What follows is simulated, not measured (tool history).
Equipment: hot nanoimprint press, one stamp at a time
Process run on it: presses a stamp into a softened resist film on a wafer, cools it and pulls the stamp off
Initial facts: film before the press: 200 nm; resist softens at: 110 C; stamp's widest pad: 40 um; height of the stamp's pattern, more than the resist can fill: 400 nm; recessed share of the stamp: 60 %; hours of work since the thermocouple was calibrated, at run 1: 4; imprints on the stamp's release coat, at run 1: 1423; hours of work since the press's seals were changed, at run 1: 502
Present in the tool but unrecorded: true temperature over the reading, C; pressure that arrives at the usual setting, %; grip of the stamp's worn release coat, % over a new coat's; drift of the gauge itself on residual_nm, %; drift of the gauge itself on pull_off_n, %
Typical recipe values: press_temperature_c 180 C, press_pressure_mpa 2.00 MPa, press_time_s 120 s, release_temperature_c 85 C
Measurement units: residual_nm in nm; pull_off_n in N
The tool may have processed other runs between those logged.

| run | day | press_temperature_c | press_pressure_mpa | press_time_s | release_temperature_c | hours of work since the thermocouple was calibrated | imprints on the stamp's release coat | hours of work since the press's seals were changed | residual_nm | pull_off_n |
|---|---|---|---|---|---|---|---|---|---|---|
| 1 | 0.000 | 180 | 2.00 | 120 | 85 | 4 | 1423 | 502 | 97.7 | 174 |
| 2 | 0.954 | 180 | 1.67 | 120 | 85 | 17 | 1524 | 515 | 105.3 | 179 |
| 3 | 1.762 | 180 | 1.67 | 120 | 85 | 28 | 1610 | 526 | 105.3 | 184 |
|  | 2.917 | stamp cleaned and given a new release coat |
| 4 | 3.325 | 180 | 1.67 | 120 | 85 | 46 | 43 | 544 | 105.4 | 148 |
| 5 | 4.342 | 180 | 2.00 | 120 | 85 | 60 | 151 | 558 | 97.7 | 154 |
|  | 5.333 | press's hydraulic seals changed and the load cell set to zero |
| 6 | 6.150 | 192 | 2.00 | 120 | 85 | 80 | 308 | 11 | 62.3 | 157 |
| 7 | 6.879 | 192 | 2.00 | 120 | 85 | 90 | 386 | 21 | 62.2 | 152 |
| 8 | 7.550 | 180 | 2.00 | 120 | 85 | 100 | 457 | 31 | 96.3 | 154 |
| 9 | 8.296 | 180 | 3.06 | 120 | 85 | 110 | 537 | 41 | 79.4 | 159 |
| 10 | 9.404 | 180 | 3.06 | 120 | 87 | 125 | 655 | 56 | 79.4 | 156 |
| 11 | 10.096 | 180 | 3.06 | 120 | 87 | 135 | 728 | 66 | 79.3 | 159 |
| 12 | 11.512 | 180 | 3.06 | 120 | 87 | 154 | 879 | 85 | 79.2 | 152 |
| 13 | 12.638 | 180 | 3.06 | 120 | 87 | 170 | 999 | 101 | 79.1 | 154 |
| 14 | 13.942 | 180 | 3.06 | 120 | 87 | 188 | 1138 | 119 | 79.3 | 161 |
| 15 | 15.183 | 180 | 3.06 | 120 | 87 | 205 | 1270 | 136 | 79.2 | 161 |
| 16 | 15.942 | 180 | 3.06 | 120 | 87 | 215 | 1351 | 146 | 79.1 | 167 |
| 17 | 17.392 | 180 | 1.24 | 120 | 87 | 235 | 1505 | 166 | 116.4 | 175 |
| 18 | 18.558 | 173 | 3.03 | 181 | 74 | 252 | 1629 | 182 | 90.0 | 245 |
|  | 19.554 | stamp cleaned and given a new release coat |
| 19 | 19.588 | 173 | 3.03 | 181 | 74 | 262 | 3 | 193 | 90.1 | 188 |
| 20 | 20.875 | 173 | 3.03 | 181 | 74 | 280 | 140 | 211 | 90.0 | 199 |
| 21 | 21.621 | 173 | 3.03 | 181 | 74 | 290 | 220 | 221 | 90.1 | 194 |
| 22 | 22.383 | 173 | 3.03 | 181 | 74 | 301 | 301 | 232 | 89.9 | 197 |
| 23 | 23.254 | 180 | 2.00 | 202 | 85 | 313 | 393 | 244 | 78.3 | 148 |
| 24 | 24.008 | 180 | 2.00 | 141 | 85 | 323 | 474 | 254 | 90.1 | 153 |
| 25 | 24.779 | 180 | 2.00 | 141 | 85 | 334 | 556 | 265 | 89.9 | 156 |
| 26 | 25.825 | 177 | 2.72 | 63 | 90 | 348 | 667 | 279 | 116.7 | 138 |
|  | 26.500 | plate thermocouple calibrated |
| 27 | 26.967 | 177 | 2.72 | 63 | 90 | 6 | 775 | 293 | 118.5 | 141 |
| 28 | 28.271 | 188 | 3.15 | 120 | 85 | 24 | 914 | 311 | 58.3 | 168 |
| 29 | 29.038 | 183 | 2.00 | 120 | 85 | 35 | 996 | 322 | 87.1 | 175 |
| 30 | 30.117 | 180 | 1.80 | 111 | 90 | 50 | 1111 | 337 | 104.3 | 143 |

Each row is a separate what-if for the run after 30, all from the same tool condition, not one after another. Results?
| A | 31.179 | 180 | 2.00 | 120 | 83 | 65 | 1224 | 351 | ? | ? |
| B | 31.179 | 180 | 3.17 | 111 | 90 | 65 | 1224 | 351 | ? | ? |
| C | 31.179 | 179 | 1.80 | 111 | 90 | 65 | 1224 | 351 | ? | ? |
| D | 31.179 | 180 | 1.80 | 80 | 72 | 65 | 1224 | 351 | ? | ? |

| run | residual_nm | pull_off_n |
|---|---|---|
| A | 97.1 | 183 |
| B | 81.4 | 147 |
| C | 107.6 | 153 |
| D | 115.9 | 245 |
Without the tool's hidden state the same runs would have given:
| run | residual_nm | pull_off_n |
|---|---|---|
| A | 96.7 | 156 |
| B | 80.5 | 125 |
| C | 107.4 | 130 |
| D | 115.6 | 208 |
